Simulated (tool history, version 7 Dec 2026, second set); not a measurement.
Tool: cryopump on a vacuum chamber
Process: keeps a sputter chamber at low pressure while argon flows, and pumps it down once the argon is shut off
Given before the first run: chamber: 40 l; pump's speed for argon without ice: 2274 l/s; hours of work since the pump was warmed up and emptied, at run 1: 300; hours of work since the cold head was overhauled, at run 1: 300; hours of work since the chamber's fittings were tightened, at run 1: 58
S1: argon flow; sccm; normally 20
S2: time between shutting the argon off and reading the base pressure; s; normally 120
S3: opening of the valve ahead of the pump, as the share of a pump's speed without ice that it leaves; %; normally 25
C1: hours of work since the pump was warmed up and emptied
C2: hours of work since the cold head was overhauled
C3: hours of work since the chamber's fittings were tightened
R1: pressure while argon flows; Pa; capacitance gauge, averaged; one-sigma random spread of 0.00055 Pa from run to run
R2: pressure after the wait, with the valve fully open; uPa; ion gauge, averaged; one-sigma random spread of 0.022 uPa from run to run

{"run": 1, "hour": 0.0, "S1": 20, "S2": 120, "S3": 25, "C1": 300, "C2": 300, "C3": 58, "R1": 0.0635, "R2": 0.69}
{"run": 2, "hour": 53.8, "S1": 20, "S2": 120, "S3": 25, "C1": 347, "C2": 347, "C3": 105, "R1": 0.065, "R2": 0.8}
{"run": 3, "hour": 101.9, "S1": 20, "S2": 120, "S3": 25, "C1": 390, "C2": 390, "C3": 148, "R1": 0.0642, "R2": 0.9}
{"run": 4, "hour": 152.6, "S1": 9, "S2": 120, "S3": 25, "C1": 434, "C2": 434, "C3": 192, "R1": 0.0297, "R2": 0.91}
{"run": 5, "hour": 207.2, "S1": 9, "S2": 120, "S3": 25, "C1": 482, "C2": 482, "C3": 240, "R1": 0.0288, "R2": 1.0}
{"hour": 266.8, "done": "pump warmed up, emptied and cooled again"}
{"run": 6, "hour": 286.3, "S1": 20, "S2": 120, "S3": 25, "C1": 17, "C2": 547, "C3": 305, "R1": 0.0608, "R2": 0.88}
{"run": 7, "hour": 330.3, "S1": 20, "S2": 26, "S3": 25, "C1": 56, "C2": 586, "C3": 344, "R1": 0.0607, "R2": 2.57}
{"run": 8, "hour": 401.7, "S1": 20, "S2": 120, "S3": 51, "C1": 119, "C2": 649, "C3": 407, "R1": 0.03, "R2": 1.02}
{"run": 9, "hour": 475.3, "S1": 20, "S2": 120, "S3": 51, "C1": 183, "C2": 713, "C3": 471, "R1": 0.0313, "R2": 1.16}
{"run": 10, "hour": 506.6, "S1": 20, "S2": 120, "S3": 59, "C1": 211, "C2": 741, "C3": 499, "R1": 0.0282, "R2": 1.18}
{"run": 11, "hour": 565.9, "S1": 20, "S2": 120, "S3": 59, "C1": 263, "C2": 793, "C3": 551, "R1": 0.0293, "R2": 1.3}
{"run": 12, "hour": 600.7, "S1": 20, "S2": 120, "S3": 59, "C1": 294, "C2": 824, "C3": 582, "R1": 0.0288, "R2": 1.4}
{"run": 13, "hour": 665.1, "S1": 20, "S2": 120, "S3": 59, "C1": 350, "C2": 880, "C3": 638, "R1": 0.029, "R2": 1.47}
{"run": 14, "hour": 714.3, "S1": 20, "S2": 120, "S3": 59, "C1": 393, "C2": 923, "C3": 682, "R1": 0.0293, "R2": 1.53}
{"run": 15, "hour": 746.9, "S1": 20, "S2": 120, "S3": 22, "C1": 422, "C2": 952, "C3": 710, "R1": 0.0734, "R2": 1.72}
{"run": 16, "hour": 809.0, "S1": 20, "S2": 120, "S3": 22, "C1": 477, "C2": 1007, "C3": 765, "R1": 0.074, "R2": 1.79}
{"run": 17, "hour": 860.0, "S1": 20, "S2": 120, "S3": 25, "C1": 522, "C2": 1052, "C3": 810, "R1": 0.0666, "R2": 1.85}
{"hour": 873.2, "done": "pump warmed up, emptied and cooled again"}
{"run": 18, "hour": 916.9, "S1": 12, "S2": 120, "S3": 25, "C1": 38, "C2": 1097, "C3": 855, "R1": 0.0346, "R2": 1.55}
{"run": 19, "hour": 946.7, "S1": 39, "S2": 125, "S3": 50, "C1": 65, "C2": 1123, "C3": 881, "R1": 0.0592, "R2": 1.51}
{"run": 20, "hour": 1002.6, "S1": 20, "S2": 34, "S3": 58, "C1": 114, "C2": 1172, "C3": 931, "R1": 0.0275, "R2": 2.78}
{"run": 21, "hour": 1075.9, "S1": 28, "S2": 31, "S3": 56, "C1": 178, "C2": 1237, "C3": 995, "R1": 0.0406, "R2": 3.05}
{"run": 22, "hour": 1118.1, "S1": 28, "S2": 100, "S3": 28, "C1": 215, "C2": 1274, "C3": 1032, "R1": 0.0783, "R2": 1.94}
{"run": 23, "hour": 1185.3, "S1": 38, "S2": 264, "S3": 33, "C1": 274, "C2": 1333, "C3": 1091, "R1": 0.0927, "R2": 1.82}
{"run": 24, "hour": 1237.3, "S1": 38, "S2": 264, "S3": 33, "C1": 320, "C2": 1379, "C3": 1137, "R1": 0.0938, "R2": 1.82}
{"run": 25, "hour": 1283.0, "S1": 38, "S2": 264, "S3": 33, "C1": 360, "C2": 1419, "C3": 1177, "R1": 0.0943, "R2": 2.0}
{"run": 26, "hour": 1345.7, "S1": 38, "S2": 264, "S3": 33, "C1": 415, "C2": 1474, "C3": 1232, "R1": 0.0945, "R2": 2.17}
{"run": 27, "hour": 1393.0, "S1": 37, "S2": 259, "S3": 38, "C1": 457, "C2": 1516, "C3": 1274, "R1": 0.0828, "R2": 2.28}
{"run": 28, "hour": 1449.2, "S1": 27, "S2": 24, "S3": 53, "C1": 506, "C2": 1565, "C3": 1323, "R1": 0.0463, "R2": 4.46}
{"hour": 1484.2, "done": "pump warmed up, emptied and cooled again"}
{"run": 29, "hour": 1498.2, "S1": 14, "S2": 146, "S3": 30, "C1": 12, "C2": 1604, "C3": 1362, "R1": 0.0353, "R2": 1.95}
{"run": 30, "hour": 1548.7, "S1": 20, "S2": 26, "S3": 15, "C1": 57, "C2": 1648, "C3": 1406, "R1": 0.1003, "R2": 3.74}
{"run": 31, "hour": 1616.8, "S1": 35, "S2": 161, "S3": 29, "C1": 117, "C2": 1708, "C3": 1466, "R1": 0.0926, "R2": 2.17}
{"run": 32, "hour": 1663.1, "S1": 20, "S2": 95, "S3": 16, "C1": 157, "C2": 1749, "C3": 1507, "R1": 0.0942, "R2": 2.49}
{"hour": 1673.8, "done": "leaking fittings of the chamber tightened, without venting"}
{"run": 33, "hour": 1715.5, "S1": 12, "S2": 33, "S3": 16, "C1": 202, "C2": 1793, "C3": 37, "R1": 0.0568, "R2": 1.84}

Below are 4 alternative next runs, each starting from the tool's condition after run 33. Predict each:
{"run": "A", "hour": 1760.8, "S1": 20, "S2": 32, "S3": 25, "C1": 241, "C2": 1833, "C3": 77, "R1": "?", "R2": "?"}
{"run": "B", "hour": 1760.8, "S1": 12, "S2": 62, "S3": 25, "C1": 241, "C2": 1833, "C3": 77, "R1": "?", "R2": "?"}
{"run": "C", "hour": 1760.8, "S1": 22, "S2": 202, "S3": 34, "C1": 241, "C2": 1833, "C3": 77, "R1": "?", "R2": "?"}
{"run": "D", "hour": 1760.8, "S1": 12, "S2": 290, "S3": 16, "C1": 241, "C2": 1833, "C3": 77, "R1": "?", "R2": "?"}

run=A R1=0.0612 R2=1.91
run=B R1=0.0371 R2=1.12
run=C R1=0.0510 R2=0.51
run=D R1=0.0569 R2=0.47
Without the tool's hidden state the same runs would have given:
run=A R1=0.0584 R2=1.78
run=B R1=0.0354 R2=0.99
run=C R1=0.0479 R2=0.39
run=D R1=0.0552 R2=0.34
